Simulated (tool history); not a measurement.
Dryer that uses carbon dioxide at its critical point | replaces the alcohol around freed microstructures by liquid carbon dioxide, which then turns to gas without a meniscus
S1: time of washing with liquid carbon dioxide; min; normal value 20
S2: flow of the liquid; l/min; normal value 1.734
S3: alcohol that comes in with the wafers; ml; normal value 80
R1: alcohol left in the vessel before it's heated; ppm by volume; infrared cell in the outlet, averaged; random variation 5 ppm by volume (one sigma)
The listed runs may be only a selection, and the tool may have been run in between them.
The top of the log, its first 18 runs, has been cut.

run   hour  S1     S2   S3    R1
 19  394.1  13  1.100   80  1182
 20  416.0  12  1.240   56   777
 21  429.1  12  1.240   56   780
 22  453.8  12  1.240   56   801
 23  466.2  12  1.240   56   815
 24  479.4  18  2.430   94    60
 25  505.5  25  1.690   94    61
 26  521.2  22  2.840  102    56
 27  548.0  17  1.734   96   149
 28  561.4  14  2.930   80    58
     573.2  -- purifier's bed changed
 29  582.3  16  1.510   40    97
 30  604.6  28  1.734   80    12
 31  622.9  23  1.200   55    81
 32  641.5  25  2.550   31     0
     656.3  -- inlet filter changed
 33  662.6  25  2.550   31     7
 34  685.3  25  2.550   31    12
 35  705.5  17  2.920   52     4

What does the tool deliver on the next run?
 36  718.9  17  2.920  52   ?

R1: 5 ppm by volume
Were there no unlogged condition in the tool, this run, its random variation unchanged, would have produced R1 0 ppm by volume.
